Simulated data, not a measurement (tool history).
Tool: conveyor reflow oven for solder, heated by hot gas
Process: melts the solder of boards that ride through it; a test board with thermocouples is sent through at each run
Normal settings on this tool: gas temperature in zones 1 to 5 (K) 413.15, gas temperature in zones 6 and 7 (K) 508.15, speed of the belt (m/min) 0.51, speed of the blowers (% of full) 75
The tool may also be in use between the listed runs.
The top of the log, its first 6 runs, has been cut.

| run | hour | gas temperature in zones 1 to 5 (K) | gas temperature in zones 6 and 7 (K) | speed of the belt (m/min) | speed of the blowers (% of full) | hours of work since the flux was cleaned out | hours of work since the belt drive was overhauled | hours of work since the thermocouples were changed | highest temperature of the board (K) | time above the solder's melting point (s) |
|---|---|---|---|---|---|---|---|---|---|---|
| 7 | 142.8 | 413.15 | 508.15 | 0.51 | 75 | 58 | 555 | 48 | 493.55 | 65.7 |
| 8 | 154.6 | 413.15 | 508.15 | 0.51 | 75 | 64 | 561 | 54 | 493.95 | 65.3 |
| 9 | 178 | 413.15 | 508.15 | 0.51 | 75 | 75 | 572 | 65 | 493.45 | 65.2 |
| 10 | 201.9 | 413.15 | 499.15 | 0.51 | 75 | 87 | 584 | 77 | 485.85 | 58.9 |
| 11 | 218.8 | 413.15 | 499.15 | 0.51 | 75 | 95 | 592 | 85 | 485.75 | 59 |
| 12 | 241.5 | 413.15 | 499.15 | 0.51 | 75 | 106 | 603 | 96 | 485.75 | 58.9 |
| 13 | 266.1 | 413.15 | 499.15 | 0.51 | 75 | 118 | 615 | 108 | 485.85 | 59.2 |
| 14 | 281.1 | 400.15 | 508.15 | 0.51 | 75 | 125 | 622 | 115 | 491.85 | 59 |
| 15 | 301.2 | 400.15 | 508.15 | 0.51 | 75 | 135 | 632 | 125 | 491.45 | 59.4 |
| 16 | 317.6 | 413.15 | 508.15 | 0.544 | 75 | 143 | 640 | 133 | 491.95 | 59.8 |
| 17 | 339.4 | 413.15 | 515.15 | 0.468 | 55 | 153 | 650 | 143 | 495.65 | 72.3 |
| 18 | 362.4 | 400.15 | 515.15 | 0.561 | 55 | 164 | 661 | 155 | 485.15 | 46.3 |
| 19 | 383.9 | 426.15 | 515.15 | 0.593 | 64 | 175 | 672 | 165 | 493.55 | 59.5 |
| 20 | 406.7 | 398.15 | 499.15 | 0.52 | 88 | 186 | 683 | 176 | 485.85 | 53.8 |
| 21 | 431.8 | 398.15 | 499.15 | 0.52 | 88 | 198 | 695 | 188 | 485.95 | 54.2 |
| 22 | 444 | 411.15 | 499.15 | 0.52 | 77 | 204 | 701 | 194 | 485.65 | 56.6 |
| 23 | 457 | 413.15 | 520.15 | 0.578 | 78 | 210 | 707 | 200 | 500.85 | 61.3 |
| 24 | 471.8 | 405.15 | 502.15 | 0.583 | 78 | 217 | 714 | 208 | 483.75 | 46.8 |
| 25 | 484.3 | 405.15 | 502.15 | 0.583 | 78 | 223 | 720 | 214 | 483.45 | 46.3 |
| 26 | 500.5 | 405.15 | 502.15 | 0.583 | 78 | 231 | 728 | 221 | 483.65 | 46 |
| 27 | 522 | 411.15 | 519.15 | 0.449 | 56 | 242 | 739 | 232 | 500.75 | 78.4 |
| 28 | 539.1 | 428.15 | 520.15 | 0.587 | 51 | 250 | 747 | 240 | 492.25 | 59.8 |
| 29 | 550.4 | 428.15 | 520.15 | 0.575 | 88 | 255 | 752 | 246 | 506.15 | 69.2 |
| 30 | 566.5 | 406.15 | 514.15 | 0.51 | 65 | 263 | 760 | 253 | 494.45 | 62.6 |
| 31 | 593 | 413.15 | 514.15 | 0.549 | 50 | 276 | 773 | 266 | 486.15 | 52.4 |

Branching from run 31: 3 alternative next runs. What would each branch give?
| A | 608.7 | 427.15 | 514.15 | 0.485 | 51 | 284 | 781 | 274 | ? | ? |
| B | 608.7 | 413.15 | 498.15 | 0.51 | 75 | 284 | 781 | 274 | ? | ? |
| C | 608.7 | 409.15 | 508.15 | 0.537 | 61 | 284 | 781 | 274 | ? | ? |

| run | highest temperature of the board (K) | time above the solder's melting point (s) |
|---|---|---|
| A | 495.05 | 75.4 |
| B | 484.75 | 58.5 |
| C | 486.35 | 54.1 |
With the hidden condition removed and each run's random variation left untouched, the same runs would have given:
| run | highest temperature of the board (K) | time above the solder's melting point (s) |
|---|---|---|
| A | 495.05 | 75.4 |
| B | 484.85 | 58.5 |
| C | 486.35 | 54 |

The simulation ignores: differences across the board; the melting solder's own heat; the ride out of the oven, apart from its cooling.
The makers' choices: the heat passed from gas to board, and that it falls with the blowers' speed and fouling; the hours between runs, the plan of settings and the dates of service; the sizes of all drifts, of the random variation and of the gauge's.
